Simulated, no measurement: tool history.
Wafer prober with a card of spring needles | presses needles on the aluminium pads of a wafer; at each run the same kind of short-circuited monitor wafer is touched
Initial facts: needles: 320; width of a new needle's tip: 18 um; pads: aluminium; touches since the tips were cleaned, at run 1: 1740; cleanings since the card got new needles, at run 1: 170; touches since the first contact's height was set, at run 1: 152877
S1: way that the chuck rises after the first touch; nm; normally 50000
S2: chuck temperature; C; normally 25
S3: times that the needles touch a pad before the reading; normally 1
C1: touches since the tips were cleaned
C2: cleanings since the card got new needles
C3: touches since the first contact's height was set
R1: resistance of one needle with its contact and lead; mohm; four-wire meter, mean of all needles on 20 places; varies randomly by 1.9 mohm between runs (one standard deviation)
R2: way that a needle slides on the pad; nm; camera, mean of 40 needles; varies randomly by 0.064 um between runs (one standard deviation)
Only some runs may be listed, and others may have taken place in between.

run	hour	S1	S2	S3	C1	C2	C3	R1	R2
1	0.0	50000	25	1	1740	170	152877	199	11350
# hour 4.4: tips cleaned on abrasive film
# hour 15.1: tips cleaned on abrasive film
# hour 23.8: tips cleaned on abrasive film
# hour 32.4: tips cleaned on abrasive film
# hour 41.0: tips cleaned on abrasive film
2	45.3	50000	25	1	1542	175	168999	204	11510
# hour 49.8: tips cleaned on abrasive film
# hour 60.5: tips cleaned on abrasive film
# hour 69.2: tips cleaned on abrasive film
# hour 77.8: tips cleaned on abrasive film
# hour 86.4: tips cleaned on abrasive film
# hour 97.2: tips cleaned on abrasive film
# hour 107.9: tips cleaned on abrasive film
# hour 116.6: tips cleaned on abrasive film
3	123.2	50000	72	1	2372	183	196730	210	11470
# hour 125.4: tips cleaned on abrasive film
# hour 134.0: tips cleaned on abrasive film
# hour 142.7: tips cleaned on abrasive film
# hour 151.3: tips cleaned on abrasive film
# hour 159.9: tips cleaned on abrasive film
4	167.0	50000	72	1	2562	188	212338	212	11410
# hour 169.3: tips cleaned on abrasive film
# hour 176.0: height of the first contact set anew
# hour 178.2: tips cleaned on abrasive film
# hour 186.8: tips cleaned on abrasive film
# hour 197.6: tips cleaned on abrasive film
# hour 209.6: card fitted with new needles
# hour 218.2: tips cleaned on abrasive film
# hour 226.9: tips cleaned on abrasive film
# hour 235.5: tips cleaned on abrasive film
# hour 244.8: tips cleaned on abrasive film
5	244.8	50000	72	1	0	4	12524	215	11380
# hour 255.6: tips cleaned on abrasive film
# hour 264.2: tips cleaned on abrasive film
# hour 274.9: tips cleaned on abrasive film
6	279.9	50000	72	1	1773	7	25035	214	11420
# hour 284.2: tips cleaned on abrasive film
# hour 292.9: tips cleaned on abrasive film
# hour 303.6: tips cleaned on abrasive film
# hour 314.4: tips cleaned on abrasive film
# hour 325.1: tips cleaned on abrasive film
# hour 333.8: tips cleaned on abrasive film
# hour 344.5: tips cleaned on abrasive film
# hour 355.3: tips cleaned on abrasive film
# hour 363.9: tips cleaned on abrasive film
7	366.0	50000	25	1	761	16	55718	198	11450
# hour 374.7: tips cleaned on abrasive film
# hour 385.4: tips cleaned on abrasive film
# hour 394.1: tips cleaned on abrasive film
# hour 404.8: tips cleaned on abrasive film
8	409.9	50000	91	1	1821	20	71348	219	11340
# hour 414.2: tips cleaned on abrasive film
# hour 422.9: tips cleaned on abrasive film
# hour 431.5: tips cleaned on abrasive film
# hour 442.3: tips cleaned on abrasive film
# hour 453.0: tips cleaned on abrasive film
# hour 461.6: tips cleaned on abrasive film
9	468.7	50000	25	1	2542	26	92302	201	11310
# hour 470.9: tips cleaned on abrasive film
# hour 481.7: tips cleaned on abrasive film
# hour 492.5: tips cleaned on abrasive film
# hour 501.1: tips cleaned on abrasive film
# hour 509.7: tips cleaned on abrasive film
# hour 520.5: tips cleaned on abrasive film
# hour 529.1: tips cleaned on abrasive film
# hour 539.9: tips cleaned on abrasive film
# hour 550.6: tips cleaned on abrasive film
10	552.6	50000	25	1	692	35	122148	198	11360
# hour 561.2: tips cleaned on abrasive film
# hour 572.0: tips cleaned on abrasive film
# hour 582.7: tips cleaned on abrasive film
# hour 591.3: tips cleaned on abrasive film
# hour 600.0: tips cleaned on abrasive film
11	606.4	63000	25	1	2307	40	141334	198	14400
# hour 608.9: tips cleaned on abrasive film
# hour 619.6: tips cleaned on abrasive film
# hour 630.4: tips cleaned on abrasive film
# hour 641.2: tips cleaned on abrasive film
# hour 649.8: tips cleaned on abrasive film
# hour 658.4: tips cleaned on abrasive film
# hour 667.0: tips cleaned on abrasive film
12	673.9	42000	25	2	2482	47	165392	205	9450
# hour 676.2: tips cleaned on abrasive film
# hour 686.9: tips cleaned on abrasive film
# hour 695.6: tips cleaned on abrasive film
# hour 704.2: tips cleaned on abrasive film
# hour 715.0: tips cleaned on abrasive film
13	720.6	42000	55	1	2047	52	182017	215	9560
# hour 725.0: tips cleaned on abrasive film
# hour 733.6: tips cleaned on abrasive film
# hour 744.4: tips cleaned on abrasive film
# hour 753.0: tips cleaned on abrasive film
# hour 763.8: tips cleaned on abrasive film
# hour 774.5: tips cleaned on abrasive film
# hour 785.3: tips cleaned on abrasive film
14	789.7	42000	55	1	1595	59	206628	211	9600
# hour 794.1: tips cleaned on abrasive film
# hour 802.7: tips cleaned on abrasive film
# hour 811.4: tips cleaned on abrasive film
# hour 815.9: height of the first contact set anew
# hour 820.3: tips cleaned on abrasive film
# hour 831.0: tips cleaned on abrasive film
# hour 841.8: tips cleaned on abrasive film
# hour 850.4: tips cleaned on abrasive film
# hour 861.2: tips cleaned on abrasive film
15	864.5	43000	25	1	1188	67	17300	202	9680
# hour 871.0: tips cleaned on abrasive film
# hour 879.6: tips cleaned on abrasive film
# hour 888.3: tips cleaned on abrasive film
# hour 899.0: tips cleaned on abrasive film
# hour 909.8: tips cleaned on abrasive film
# hour 918.4: tips cleaned on abrasive film
# hour 927.0: tips cleaned on abrasive film
# hour 935.7: tips cleaned on abrasive film
16	943.8	64000	34	1	2936	75	45554	200	14560
# hour 946.1: tips cleaned on abrasive film
# hour 956.8: tips cleaned on abrasive film
# hour 965.4: tips cleaned on abrasive film
# hour 976.2: tips cleaned on abrasive film
# hour 984.8: tips cleaned on abrasive film
# hour 995.6: tips cleaned on abrasive film
# hour 1004.2: tips cleaned on abrasive film
17	1005.8	64000	34	1	577	82	67614	195	14660
# hour 1014.5: tips cleaned on abrasive film
# hour 1023.1: tips cleaned on abrasive film
# hour 1033.8: tips cleaned on abrasive film
# hour 1044.6: tips cleaned on abrasive film
18	1045.2	40000	25	1	201	86	81626	207	9140
# hour 1053.8: tips cleaned on abrasive film
# hour 1064.6: tips cleaned on abrasive film
# hour 1073.2: tips cleaned on abrasive film
# hour 1083.4: tips cleaned on abrasive film
19	1083.4	50000	25	2	0	90	95247	202	11370
# hour 1092.1: tips cleaned on abrasive film
# hour 1100.7: tips cleaned on abrasive film
# hour 1109.3: tips cleaned on abrasive film
# hour 1120.1: tips cleaned on abrasive film
# hour 1130.8: tips cleaned on abrasive film
# hour 1141.6: tips cleaned on abrasive film
# hour 1152.4: tips cleaned on abrasive film
20	1158.6	50000	25	2	2235	97	122032	202	11500
# hour 1162.9: tips cleaned on abrasive film
# hour 1173.7: tips cleaned on abrasive film
# hour 1184.4: tips cleaned on abrasive film
# hour 1195.2: tips cleaned on abrasive film
# hour 1203.8: tips cleaned on abrasive film
# hour 1212.5: tips cleaned on abrasive film
21	1217.8	50000	25	2	1921	103	143133	201	11480
# hour 1222.2: tips cleaned on abrasive film
# hour 1230.8: tips cleaned on abrasive film
# hour 1239.4: tips cleaned on abrasive film
# hour 1250.2: tips cleaned on abrasive film
# hour 1261.0: tips cleaned on abrasive film
# hour 1269.6: tips cleaned on abrasive film
# hour 1280.3: tips cleaned on abrasive film
# hour 1289.0: tips cleaned on abrasive film
# hour 1297.6: tips cleaned on abrasive film
22	1299.3	36000	35	2	609	112	172129	214	8130

Below are 3 alternative next runs, each starting from the tool's condition after run 22. Predict each:
# hour 1307.9: tips cleaned on abrasive film
# hour 1316.5: tips cleaned on abrasive film
# hour 1325.2: tips cleaned on abrasive film
# hour 1335.9: tips cleaned on abrasive film
# hour 1346.7: tips cleaned on abrasive film
# hour 1355.3: tips cleaned on abrasive film
A	1360.0	36000	35	2	1679	118	193755	?	?
# hour 1307.9: tips cleaned on abrasive film
# hour 1316.5: tips cleaned on abrasive film
# hour 1325.2: tips cleaned on abrasive film
# hour 1335.9: tips cleaned on abrasive film
# hour 1346.7: tips cleaned on abrasive film
# hour 1355.3: tips cleaned on abrasive film
B	1360.0	36000	63	2	1679	118	193755	?	?
# hour 1307.9: tips cleaned on abrasive film
# hour 1316.5: tips cleaned on abrasive film
# hour 1325.2: tips cleaned on abrasive film
# hour 1335.9: tips cleaned on abrasive film
# hour 1346.7: tips cleaned on abrasive film
# hour 1355.3: tips cleaned on abrasive film
C	1360.0	50000	74	2	1679	118	193755	?	?

run	R1	R2
A	210	8200
B	218	8130
C	210	11380
What these runs would have given with no unlogged condition in the tool:
run	R1	R2
A	210	8200
B	218	8130
C	209	11380
